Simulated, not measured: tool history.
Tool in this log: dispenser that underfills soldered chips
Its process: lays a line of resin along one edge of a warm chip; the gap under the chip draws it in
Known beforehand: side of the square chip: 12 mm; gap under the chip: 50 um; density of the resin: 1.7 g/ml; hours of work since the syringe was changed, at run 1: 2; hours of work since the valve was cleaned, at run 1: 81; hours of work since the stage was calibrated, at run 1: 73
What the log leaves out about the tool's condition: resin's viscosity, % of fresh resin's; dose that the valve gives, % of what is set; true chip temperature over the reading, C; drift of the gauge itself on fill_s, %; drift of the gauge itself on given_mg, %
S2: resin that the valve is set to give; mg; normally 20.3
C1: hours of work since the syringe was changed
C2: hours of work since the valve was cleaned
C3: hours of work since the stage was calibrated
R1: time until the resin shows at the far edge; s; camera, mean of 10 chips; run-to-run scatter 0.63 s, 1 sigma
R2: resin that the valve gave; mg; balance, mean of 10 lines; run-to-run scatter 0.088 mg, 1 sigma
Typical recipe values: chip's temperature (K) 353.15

Run 1, hour 0.0: usual settings; C1 2; C2 81; C3 73. Result: R1 67.2 s, R2 19.15 mg.
Run 2, hour 2.4: usual settings; C1 4; C2 83; C3 74. Result: R1 77.1 s, R2 19.30 mg.
At hour 4.8: dispensing valve cleaned and set on the balance.
Run 3, hour 7.7: usual settings; C1 6; C2 2; C3 77. Result: R1 95.5 s, R2 20.32 mg.
At hour 9.0: new syringe of resin.
Run 4, hour 12.0: usual settings; C1 2; C2 4; C3 80. Result: R1 64.2 s, R2 20.14 mg.
Run 5, hour 15.2: usual settings but chip's temperature (K) 341.15; C1 4; C2 6; C3 82. Result: R1 143.5 s, R2 20.26 mg.
Run 6, hour 19.6: usual settings but chip's temperature (K) 341.15; C1 7; C2 9; C3 84. Result: R1 180.5 s, R2 20.22 mg.
At hour 20.3: new syringe of resin.
Run 7, hour 24.5: usual settings but chip's temperature (K) 356.15, S2 24.0 mg; C1 3; C2 12; C3 87. Result: R1 58.4 s, R2 23.91 mg.
Run 8, hour 30.0: usual settings but chip's temperature (K) 365.15; C1 6; C2 16; C3 91. Result: R1 51.9 s, R2 20.26 mg.

What will run 9 give?
At hour 31.7: new syringe of resin.
Run 9, hour 33.9: usual settings but chip's temperature (K) 338.15, S2 20.6 mg; C1 1; C2 18; C3 93. Result: R1 ?, R2 ?.

R1: 135.9 s
R2: 20.42 mg
Minus the tool's unlogged condition, the same run would have read R1 122.5 s, R2 20.60 mg.
